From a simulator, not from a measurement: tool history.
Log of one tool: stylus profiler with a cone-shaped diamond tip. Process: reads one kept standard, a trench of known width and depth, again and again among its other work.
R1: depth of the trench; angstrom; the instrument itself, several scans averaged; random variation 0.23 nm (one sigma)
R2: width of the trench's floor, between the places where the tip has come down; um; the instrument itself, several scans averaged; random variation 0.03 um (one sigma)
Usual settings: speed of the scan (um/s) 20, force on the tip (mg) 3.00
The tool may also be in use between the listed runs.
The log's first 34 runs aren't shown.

{"run": 35, "hour": 375.1, "speed of the scan (um/s)": 20, "force on the tip (mg)": 6.95, "R1": 10238.8, "R2": 11.7}
{"run": 36, "hour": 388.0, "speed of the scan (um/s)": 51, "force on the tip (mg)": 6.47, "R1": 10227.6, "R2": 11.57}
{"run": 37, "hour": 399.5, "speed of the scan (um/s)": 51, "force on the tip (mg)": 6.47, "R1": 10226.1, "R2": 11.54}
{"run": 38, "hour": 412.0, "speed of the scan (um/s)": 9, "force on the tip (mg)": 3.07, "R1": 10143.4, "R2": 11.72}
{"run": 39, "hour": 425.7, "speed of the scan (um/s)": 6, "force on the tip (mg)": 6.5, "R1": 10228.9, "R2": 11.68}
{"run": 40, "hour": 438.8, "speed of the scan (um/s)": 20, "force on the tip (mg)": 1.44, "R1": 10087.2, "R2": 11.6}
{"run": 41, "hour": 448.4, "speed of the scan (um/s)": 7, "force on the tip (mg)": 4.22, "R1": 10174.8, "R2": 11.67}
{"run": 42, "hour": 456.5, "speed of the scan (um/s)": 57, "force on the tip (mg)": 3.0, "R1": 10136.9, "R2": 11.38}
{"run": 43, "hour": 465.4, "speed of the scan (um/s)": 22, "force on the tip (mg)": 3.0, "R1": 10137.9, "R2": 11.56}

Forecast each of these 3 alternatives for the next run:
{"run": "A", "hour": 478.9, "speed of the scan (um/s)": 9, "force on the tip (mg)": 3.0, "R1": "?", "R2": "?"}
{"run": "B", "hour": 478.9, "speed of the scan (um/s)": 11, "force on the tip (mg)": 6.21, "R1": "?", "R2": "?"}
{"run": "C", "hour": 478.9, "speed of the scan (um/s)": 7, "force on the tip (mg)": 4.9, "R1": "?", "R2": "?"}

run=A R1=10139.4 R2=11.61
run=B R1=10218.3 R2=11.63
run=C R1=10187.0 R2=11.66
Without the tool's hidden state the same runs would have given:
run=A R1=10133.8 R2=13.95
run=B R1=10212.6 R2=13.97
run=C R1=10181.3 R2=14.00
